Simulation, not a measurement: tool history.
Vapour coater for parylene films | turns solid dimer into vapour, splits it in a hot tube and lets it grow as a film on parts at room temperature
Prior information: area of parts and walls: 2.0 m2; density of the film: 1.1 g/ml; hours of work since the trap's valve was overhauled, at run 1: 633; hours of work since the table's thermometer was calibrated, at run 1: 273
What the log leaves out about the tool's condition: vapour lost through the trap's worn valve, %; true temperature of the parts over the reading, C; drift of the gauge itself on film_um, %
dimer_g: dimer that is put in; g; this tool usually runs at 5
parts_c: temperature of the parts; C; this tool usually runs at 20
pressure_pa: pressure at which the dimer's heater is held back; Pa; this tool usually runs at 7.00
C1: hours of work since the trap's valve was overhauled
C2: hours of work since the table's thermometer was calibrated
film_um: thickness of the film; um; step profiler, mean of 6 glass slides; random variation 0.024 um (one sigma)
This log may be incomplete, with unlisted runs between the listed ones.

Run 1, day 0.000: usual settings; C1 633; C2 273. Result: film_um 1.41 um.
Run 2, day 0.588: usual settings; C1 644; C2 284. Result: film_um 1.40 um.
Run 3, day 1.429: usual settings; C1 661; C2 301. Result: film_um 1.42 um.
Run 4, day 2.004: usual settings; C1 672; C2 313. Result: film_um 1.42 um.
At day 2.458: trap's valve overhauled.
Run 5, day 3.150: usual settings; C1 14; C2 332. Result: film_um 1.54 um.
Run 6, day 4.267: usual settings but pressure_pa 6.40 Pa; C1 36; C2 354. Result: film_um 1.54 um.
Run 7, day 4.983: usual settings; C1 50; C2 368. Result: film_um 1.56 um.
Run 8, day 5.746: usual settings; C1 65; C2 383. Result: film_um 1.57 um.
Run 9, day 6.479: usual settings but pressure_pa 2.89 Pa; C1 80; C2 398. Result: film_um 1.69 um.
Run 10, day 7.192: usual settings but pressure_pa 2.89 Pa; C1 94; C2 412. Result: film_um 1.71 um.
Run 11, day 7.954: usual settings but pressure_pa 3.61 Pa; C1 109; C2 427. Result: film_um 1.65 um.
Run 12, day 8.488: usual settings; C1 119; C2 438. Result: film_um 1.55 um.
Run 13, day 9.471: usual settings; C1 139; C2 457. Result: film_um 1.52 um.
Run 14, day 10.421: usual settings; C1 158; C2 476. Result: film_um 1.53 um.
Run 15, day 11.362: usual settings; C1 176; C2 495. Result: film_um 1.51 um.
Run 16, day 12.521: usual settings; C1 199; C2 518. Result: film_um 1.51 um.
Run 17, day 13.117: usual settings; C1 211; C2 529. Result: film_um 1.55 um.
Run 18, day 14.008: usual settings; C1 229; C2 547. Result: film_um 1.50 um.
Run 19, day 15.096: usual settings but dimer_g 6 g; C1 250; C2 569. Result: film_um 1.78 um.
Run 20, day 15.879: usual settings but dimer_g 6 g; C1 266; C2 584. Result: film_um 1.75 um.
Run 21, day 16.683: usual settings but dimer_g 3 g, parts_c 13 C; C1 282; C2 600. Result: film_um 1.02 um.
Run 22, day 17.892: usual settings but dimer_g 4 g, parts_c 14 C, pressure_pa 6.87 Pa; C1 306; C2 624. Result: film_um 1.31 um.
Run 23, day 19.158: usual settings but dimer_g 4 g, parts_c 14 C, pressure_pa 6.87 Pa; C1 331; C2 649. Result: film_um 1.34 um.
Run 24, day 19.796: usual settings but dimer_g 3 g, parts_c 14 C, pressure_pa 8.02 Pa; C1 344; C2 662. Result: film_um 0.97 um.
Run 25, day 20.808: usual settings but dimer_g 8 g, parts_c 14 C, pressure_pa 8.02 Pa; C1 364; C2 682. Result: film_um 2.54 um.
Run 26, day 21.400: usual settings but dimer_g 8 g, parts_c 14 C, pressure_pa 8.02 Pa; C1 375; C2 693. Result: film_um 2.50 um.
Run 27, day 22.179: usual settings but dimer_g 6 g; C1 391; C2 709. Result: film_um 1.82 um.
Run 28, day 22.742: usual settings but dimer_g 4 g, parts_c 17 C, pressure_pa 5.67 Pa; C1 402; C2 720. Result: film_um 1.26 um.
Run 29, day 23.929: usual settings but dimer_g 4 g, parts_c 17 C, pressure_pa 8.69 Pa; C1 425; C2 744. Result: film_um 1.19 um.
Run 30, day 25.054: usual settings but dimer_g 4 g, parts_c 17 C, pressure_pa 8.69 Pa; C1 448; C2 766. Result: film_um 1.19 um.
Run 31, day 25.688: usual settings but dimer_g 4 g, parts_c 17 C, pressure_pa 8.69 Pa; C1 460; C2 779. Result: film_um 1.18 um.
Run 32, day 26.762: usual settings but dimer_g 4 g, parts_c 15 C, pressure_pa 3.68 Pa; C1 482; C2 800. Result: film_um 1.36 um.
Run 33, day 27.662: usual settings but dimer_g 2 g, parts_c 24 C, pressure_pa 2.01 Pa; C1 499; C2 818. Result: film_um 0.62 um.
Run 34, day 28.521: usual settings but pressure_pa 2.88 Pa; C1 516; C2 835. Result: film_um 1.61 um.

Describe how what the log doesn't record of the tool's condition differs between the last listed run preceding each entry between runs and the first listed run following it.
Between runs 4 and 5: trap's valve overhauled (day 2.458)
  vapour lost through the trap's worn valve, %: 8.7 -> 0.5
  measured result minus the result with no hidden state, film_um: -0.14 -> -0.02 um
